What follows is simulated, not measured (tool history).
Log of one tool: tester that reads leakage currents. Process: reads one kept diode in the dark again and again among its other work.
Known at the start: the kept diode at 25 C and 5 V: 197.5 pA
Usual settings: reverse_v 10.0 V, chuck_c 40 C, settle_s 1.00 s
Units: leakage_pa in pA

{"run": 1, "hour": 0.0, "reverse_v": 10.0, "chuck_c": 40, "settle_s": 1.0, "leakage_pa": 854.0}
{"run": 2, "hour": 36.8, "reverse_v": 10.0, "chuck_c": 40, "settle_s": 1.0, "leakage_pa": 854.25}
{"run": 3, "hour": 97.3, "reverse_v": 10.0, "chuck_c": 40, "settle_s": 1.0, "leakage_pa": 853.31}
{"run": 4, "hour": 187.2, "reverse_v": 1.4, "chuck_c": 40, "settle_s": 1.0, "leakage_pa": 336.02}
{"run": 5, "hour": 229.8, "reverse_v": 1.4, "chuck_c": 40, "settle_s": 1.0, "leakage_pa": 335.82}
{"run": 6, "hour": 319.4, "reverse_v": 1.4, "chuck_c": 40, "settle_s": 1.0, "leakage_pa": 334.31}
{"run": 7, "hour": 377.8, "reverse_v": 1.4, "chuck_c": 40, "settle_s": 1.0, "leakage_pa": 333.76}
{"run": 8, "hour": 468.2, "reverse_v": 1.4, "chuck_c": 40, "settle_s": 1.0, "leakage_pa": 344.35}
{"run": 9, "hour": 537.0, "reverse_v": 10.0, "chuck_c": 40, "settle_s": 2.81, "leakage_pa": 848.93}
{"run": 10, "hour": 611.2, "reverse_v": 10.0, "chuck_c": 40, "settle_s": 2.81, "leakage_pa": 849.67}
{"run": 11, "hour": 664.7, "reverse_v": 10.0, "chuck_c": 40, "settle_s": 2.81, "leakage_pa": 852.27}
{"run": 12, "hour": 714.7, "reverse_v": 10.0, "chuck_c": 40, "settle_s": 2.81, "leakage_pa": 846.36}
{"run": 13, "hour": 777.2, "reverse_v": 10.0, "chuck_c": 40, "settle_s": 1.0, "leakage_pa": 850.93}
{"run": 14, "hour": 848.2, "reverse_v": 10.0, "chuck_c": 40, "settle_s": 1.0, "leakage_pa": 844.31}
{"run": 15, "hour": 897.8, "reverse_v": 10.0, "chuck_c": 40, "settle_s": 1.0, "leakage_pa": 848.18}
{"run": 16, "hour": 979.2, "reverse_v": 10.0, "chuck_c": 40, "settle_s": 1.0, "leakage_pa": 844.93}
{"run": 17, "hour": 1050.5, "reverse_v": 10.0, "chuck_c": 40, "settle_s": 1.0, "leakage_pa": 845.08}
{"run": 18, "hour": 1089.1, "reverse_v": 10.0, "chuck_c": 40, "settle_s": 1.0, "leakage_pa": 844.25}
{"run": 19, "hour": 1171.5, "reverse_v": 10.0, "chuck_c": 40, "settle_s": 1.0, "leakage_pa": 843.82}
{"run": 20, "hour": 1224.1, "reverse_v": 10.0, "chuck_c": 38, "settle_s": 2.91, "leakage_pa": 725.52}
{"run": 21, "hour": 1311.6, "reverse_v": 3.4, "chuck_c": 24, "settle_s": 7.32, "leakage_pa": 149.44}
{"run": 22, "hour": 1355.1, "reverse_v": 13.8, "chuck_c": 30, "settle_s": 4.86, "leakage_pa": 461.98}
{"run": 23, "hour": 1428.5, "reverse_v": 13.8, "chuck_c": 30, "settle_s": 4.86, "leakage_pa": 461.26}
{"run": 24, "hour": 1465.5, "reverse_v": 8.6, "chuck_c": 40, "settle_s": 3.99, "leakage_pa": 781.77}
{"run": 25, "hour": 1541.0, "reverse_v": 7.2, "chuck_c": 40, "settle_s": 1.0, "leakage_pa": 717.62}
{"run": 26, "hour": 1631.8, "reverse_v": 3.2, "chuck_c": 32, "settle_s": 1.0, "leakage_pa": 270.52}
{"run": 27, "hour": 1676.5, "reverse_v": 3.2, "chuck_c": 33, "settle_s": 1.0, "leakage_pa": 291.25}
{"run": 28, "hour": 1747.5, "reverse_v": 3.2, "chuck_c": 28, "settle_s": 1.25, "leakage_pa": 197.74}
{"run": 29, "hour": 1818.1, "reverse_v": 1.0, "chuck_c": 53, "settle_s": 0.62, "leakage_pa": 709.18}
{"run": 30, "hour": 1891.5, "reverse_v": 1.0, "chuck_c": 53, "settle_s": 0.62, "leakage_pa": 741.43}
{"run": 31, "hour": 1940.8, "reverse_v": 1.0, "chuck_c": 53, "settle_s": 0.62, "leakage_pa": 741.6}
{"run": 32, "hour": 1984.8, "reverse_v": 6.6, "chuck_c": 39, "settle_s": 0.3, "leakage_pa": 667.15}
{"run": 33, "hour": 2026.4, "reverse_v": 1.8, "chuck_c": 51, "settle_s": 1.0, "leakage_pa": 845.27}
{"run": 34, "hour": 2098.7, "reverse_v": 1.1, "chuck_c": 26, "settle_s": 1.0, "leakage_pa": 107.59}
{"run": 35, "hour": 2148.8, "reverse_v": 10.9, "chuck_c": 26, "settle_s": 2.53, "leakage_pa": 314.19}
{"run": 36, "hour": 2228.7, "reverse_v": 10.9, "chuck_c": 26, "settle_s": 2.53, "leakage_pa": 313.67}
{"run": 37, "hour": 2318.2, "reverse_v": 14.5, "chuck_c": 34, "settle_s": 4.27, "leakage_pa": 658.33}
{"run": 38, "hour": 2389.4, "reverse_v": 14.5, "chuck_c": 34, "settle_s": 4.27, "leakage_pa": 658.59}

Taken out of this log: 4 entries between the listed runs. Where each belongs, and how the hidden state differs across it:
Between runs 3 and 4: chuck's temperature calibrated (hour 132.6)
  stray current of the dirty probe card, pA a volt: 0.421 -> 0.435; current scale over the true one, %: 1.87 -> 1.9; true chuck temperature over the reading, C: -0.39 -> -0.7
  measured less the result without the state, leakage_pa: -4.60 -> -10.33 pA
Between runs 7 and 8: tester calibrated (hour 406.7); chuck's temperature calibrated, once more (hour 426.5)
  stray current of the dirty probe card, pA a volt: 0.465 -> 0.477; current scale over the true one, %: 1.98 -> 0.02; true chuck temperature over the reading, C: -0.77 -> -0.13
  measured less the result without the state, leakage_pa: -11.84 -> -2.66 pA
Between runs 29 and 30: chuck's temperature calibrated (hour 1856.8)
  stray current of the dirty probe card, pA a volt: 0.698 -> 0.71; current scale over the true one, %: 0.53 -> 0.56; true chuck temperature over the reading, C: -0.64 -> -0.01
  measured less the result without the state, leakage_pa: -26.53 -> +4.47 pA

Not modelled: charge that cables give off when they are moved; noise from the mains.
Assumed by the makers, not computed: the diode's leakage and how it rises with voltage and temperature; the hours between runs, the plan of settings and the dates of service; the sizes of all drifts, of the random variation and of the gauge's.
